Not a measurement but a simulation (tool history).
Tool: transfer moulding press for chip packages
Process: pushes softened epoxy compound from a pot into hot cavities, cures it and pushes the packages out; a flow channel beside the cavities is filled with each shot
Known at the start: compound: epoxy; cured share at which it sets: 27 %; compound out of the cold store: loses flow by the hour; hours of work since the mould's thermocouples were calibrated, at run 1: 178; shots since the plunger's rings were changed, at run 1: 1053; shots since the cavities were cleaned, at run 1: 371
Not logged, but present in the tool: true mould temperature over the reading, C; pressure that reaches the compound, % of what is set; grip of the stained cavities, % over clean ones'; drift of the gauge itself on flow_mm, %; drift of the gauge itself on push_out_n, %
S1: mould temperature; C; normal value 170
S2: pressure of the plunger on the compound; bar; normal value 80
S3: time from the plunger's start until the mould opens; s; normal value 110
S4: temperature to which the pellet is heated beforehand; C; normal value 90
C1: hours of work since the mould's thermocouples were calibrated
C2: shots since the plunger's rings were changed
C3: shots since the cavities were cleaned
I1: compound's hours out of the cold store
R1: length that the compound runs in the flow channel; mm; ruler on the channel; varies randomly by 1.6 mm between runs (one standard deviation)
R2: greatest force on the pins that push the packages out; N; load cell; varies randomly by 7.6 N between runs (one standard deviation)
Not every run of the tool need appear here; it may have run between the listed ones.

run,hour,S1,S2,S3,S4,C1,C2,C3,I1,R1,R2
1,0,170,80,110,90,178,1053,371,19.6,771,339
2,10.1,170,80,110,90,184,1147,465,39.1,677,309
3,32.8,170,80,110,90,196,1360,678,14.1,805,345
4,48.6,170,80,141,90,204,1508,826,32,708,298
# hour 59.1: cavities cleaned with cleaning compound and waxed
5,70,170,80,118,90,215,1695,102,10.4,821,315
6,86.2,170,80,118,90,223,1846,253,27.4,730,309
7,106,170,80,118,90,234,2032,439,26.3,737,316
8,117.6,170,80,130,90,240,2142,549,18.4,777,304
9,129.3,170,80,130,90,246,2251,658,15.4,791,316
10,146.8,170,80,113,90,255,2415,822,13.6,801,332
# hour 158.7: cavities cleaned with cleaning compound and waxed
11,163.4,170,80,91,90,263,2557,44,15.9,789,422
12,181,170,80,91,90,273,2722,209,16.1,789,420
13,197,170,80,110,90,281,2872,359,11.1,818,332
14,215.5,170,80,110,90,291,3045,532,33.4,704,337
15,227.6,170,80,110,93,297,3159,646,27.9,728,319
16,241.9,168,80,106,98,305,3293,780,45.3,656,352
17,254.6,170,80,110,84,312,3413,900,37.7,682,325
# hour 257.8: cavities cleaned with cleaning compound and waxed
18,275.4,173,72.3,110,99,322,3594,165,40.2,621,307
19,287.6,167,80,110,80,328,3707,278,44.4,667,352
20,301.1,170,80,110,88,336,3834,405,28.6,725,337
21,314.1,170,80.8,113,87,342,3956,527,38.7,680,333
22,328.1,170,80.8,113,87,350,4088,659,40.9,670,325
23,339.3,170,80.8,113,82,356,4192,763,47.4,641,327
24,351.1,170,80.8,138,82,362,4303,874,40.2,677,299
# hour 357.8: cavities cleaned with cleaning compound and waxed
25,366.9,173,91,95,95,370,4437,85,11.3,856,338
26,388.2,170,80,111,90,381,4638,286,41.5,663,316
27,403.7,170,71.5,110,83,389,4782,430,15.3,753,338
28,415.6,170,71.5,110,83,395,4894,542,31.7,669,334
29,425.4,170,71.5,110,84,401,4986,634,34.5,662,320

4 options for the next run, each taken on its own from the tool as it stands now. Forecast them:
A,439.9,164,71.5,122,84,408,5122,770,28,?,?
B,439.9,170,89,110,90,408,5122,770,26.5,?,?
C,439.9,172,80,110,86,408,5122,770,12,?,?
D,439.9,177,80,107,90,408,5122,770,12.4,?,?

run,R1,R2
A,720,389
B,777,323
C,802,311
D,776,306
Without the tool's unlogged condition, the same runs would have read:
run,R1,R2
A,721,382
B,779,317
C,803,306
D,777,301

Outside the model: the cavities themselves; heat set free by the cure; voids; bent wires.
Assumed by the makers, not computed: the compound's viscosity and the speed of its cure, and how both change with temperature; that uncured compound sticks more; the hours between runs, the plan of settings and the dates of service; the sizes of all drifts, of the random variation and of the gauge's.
